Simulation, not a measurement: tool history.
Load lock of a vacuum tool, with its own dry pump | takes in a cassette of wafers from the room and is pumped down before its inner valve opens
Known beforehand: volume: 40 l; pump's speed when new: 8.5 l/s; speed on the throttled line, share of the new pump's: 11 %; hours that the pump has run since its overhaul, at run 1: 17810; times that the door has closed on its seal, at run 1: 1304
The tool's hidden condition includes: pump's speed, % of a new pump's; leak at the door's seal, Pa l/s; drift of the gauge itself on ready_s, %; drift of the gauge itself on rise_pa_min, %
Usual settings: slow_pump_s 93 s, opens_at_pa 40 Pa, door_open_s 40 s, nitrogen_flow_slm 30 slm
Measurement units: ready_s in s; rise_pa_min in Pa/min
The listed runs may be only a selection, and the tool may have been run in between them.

| run | hour | slow_pump_s | opens_at_pa | door_open_s | nitrogen_flow_slm | hours that the pump has run since its overhaul | times that the door has closed on its seal | incoming humidity of the room's air, % | ready_s | rise_pa_min |
|---|---|---|---|---|---|---|---|---|---|---|
| 1 | 0 | 93 | 40 | 40 | 30 | 17810 | 1304 | 47.3 | 126.7 | 0.024 |
| 2 | 441.3 | 93 | 40 | 40 | 30 | 18251 | 2799 | 45 | 126.3 | 0.033 |
| 3 | 872.8 | 93 | 40 | 40 | 30 | 18683 | 4261 | 45.3 | 128 | 0.036 |
| 4 | 1220.7 | 93 | 40 | 40 | 30 | 19030 | 5440 | 48.1 | 126.7 | 0.048 |
| 5 | 1593 | 97 | 40 | 40 | 30 | 19403 | 6701 | 45 | 131.3 | 0.051 |
|  | 1832.8 | dry pump taken out, an overhauled one fitted |
| 6 | 1832.8 | 93 | 40 | 40 | 30 | 0 | 7493 | 45.7 | 119.8 | 0.06 |
| 7 | 2335.2 | 93 | 40 | 182 | 30 | 502 | 9195 | 42 | 120.6 | 0.099 |
| 8 | 2599.9 | 93 | 40 | 40 | 30 | 767 | 10092 | 44.5 | 120.4 | 0.077 |
| 9 | 2907.2 | 93 | 40 | 40 | 30 | 1074 | 11133 | 47 | 119.4 | 0.095 |
| 10 | 3224.2 | 93 | 37 | 40 | 30 | 1391 | 12207 | 45.7 | 121.8 | 0.101 |
| 11 | 3442.6 | 93 | 40 | 40 | 30 | 1610 | 12947 | 44.1 | 119.5 | 0.102 |
| 12 | 3792.8 | 93 | 40 | 40 | 30 | 1960 | 14133 | 45.2 | 121.6 | 0.112 |
| 13 | 4215.6 | 93 | 40 | 40 | 44 | 2383 | 15566 | 45.8 | 120.3 | 0.127 |
| 14 | 4591.2 | 93 | 40 | 40 | 44 | 2758 | 16838 | 44.5 | 120.1 | 0.148 |
| 15 | 5107.6 | 93 | 40 | 40 | 44 | 3275 | 18587 | 42.7 | 121.1 | 0.166 |
| 16 | 5411.3 | 93 | 47 | 40 | 44 | 3578 | 19616 | 41.9 | 120.5 | 0.177 |
| 17 | 5867.5 | 152 | 28 | 55 | 44 | 4035 | 21162 | 45.3 | 175.7 | 0.204 |
| 18 | 6215.9 | 78 | 57 | 116 | 11 | 4383 | 22342 | 45.4 | 106.1 | 0.254 |
| 19 | 6456.2 | 78 | 57 | 116 | 6 | 4623 | 23156 | 45.3 | 106.2 | 0.267 |

Estimate the outcome of run 20 from the log above:
| 20 | 6865.7 | 78 | 57 | 116 | 6 | 5033 | 24543 | 45.3 | ? | ? |

ready_s: 107.2 s
rise_pa_min: 0.285 Pa/min
With no hidden state in the tool, this same run would have given ready_s 105.3 s, rise_pa_min 0.054 Pa/min.
